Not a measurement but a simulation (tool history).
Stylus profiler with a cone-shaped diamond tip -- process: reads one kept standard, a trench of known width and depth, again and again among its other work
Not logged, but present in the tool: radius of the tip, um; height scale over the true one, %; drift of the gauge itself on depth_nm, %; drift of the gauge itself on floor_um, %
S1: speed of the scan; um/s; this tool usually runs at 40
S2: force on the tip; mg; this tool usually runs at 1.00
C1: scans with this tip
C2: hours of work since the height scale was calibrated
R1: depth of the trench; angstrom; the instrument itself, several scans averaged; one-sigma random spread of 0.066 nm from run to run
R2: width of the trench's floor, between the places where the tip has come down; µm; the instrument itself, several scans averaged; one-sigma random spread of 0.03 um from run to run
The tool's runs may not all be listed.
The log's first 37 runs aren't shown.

Run 38, hour 1373.8: usual settings but S1 48 um/s, S2 2.89 mg; C1 6151; C2 251. Result: R1 1014.7 angstrom, R2 27.93 µm.
Run 39, hour 1410.2: usual settings but S1 48 um/s, S2 2.89 mg; C1 6225; C2 266. Result: R1 1013.6 angstrom, R2 27.96 µm.
Run 40, hour 1448.6: usual settings but S1 22 um/s, S2 1.44 mg; C1 6304; C2 281. Result: R1 1009.1 angstrom, R2 27.98 µm.
Run 41, hour 1482.0: usual settings but S1 58 um/s, S2 0.39 mg; C1 6372; C2 295. Result: R1 1002.3 angstrom, R2 27.40 µm.
Run 42, hour 1520.3: usual settings but S1 108 um/s, S2 2.77 mg; C1 6450; C2 310. Result: R1 1014.7 angstrom, R2 27.59 µm.
Run 43, hour 1568.9: usual settings but S1 108 um/s, S2 2.77 mg; C1 6550; C2 330. Result: R1 1012.9 angstrom, R2 27.65 µm.
Run 44, hour 1613.2: usual settings but S1 148 um/s, S2 0.56 mg; C1 6640; C2 348. Result: R1 1003.0 angstrom, R2 26.63 µm.
Run 45, hour 1659.9: usual settings but S1 148 um/s, S2 0.56 mg; C1 6735; C2 367. Result: R1 1002.8 angstrom, R2 26.69 µm.
Run 46, hour 1680.8: usual settings but S1 158 um/s, S2 0.65 mg; C1 6778; C2 375. Result: R1 1004.6 angstrom, R2 26.63 µm.

Each row is a separate what-if for the run after 46, all from the same tool condition, not one after another. Results?
Run A, hour 1721.3: usual settings but S1 56 um/s, S2 0.65 mg; C1 6861; C2 391. Result: R1 ?, R2 ?.
Run B, hour 1721.3: usual settings but S1 20 um/s, S2 0.61 mg; C1 6861; C2 391. Result: R1 ?, R2 ?.
Run C, hour 1721.3: usual settings but S1 12 um/s; C1 6861; C2 391. Result: R1 ?, R2 ?.
Run D, hour 1721.3: usual settings but S1 135 um/s; C1 6861; C2 391. Result: R1 ?, R2 ?.

run      R1     R2
  A  1005.2  27.60
  B  1003.0  27.87
  C  1005.3  28.04
  D  1004.8  27.10
Without the tool's unlogged condition, the same runs would have read:
run      R1     R2
  A  1007.0  28.12
  B  1004.7  28.39
  C  1007.1  28.56
  D  1006.6  27.61
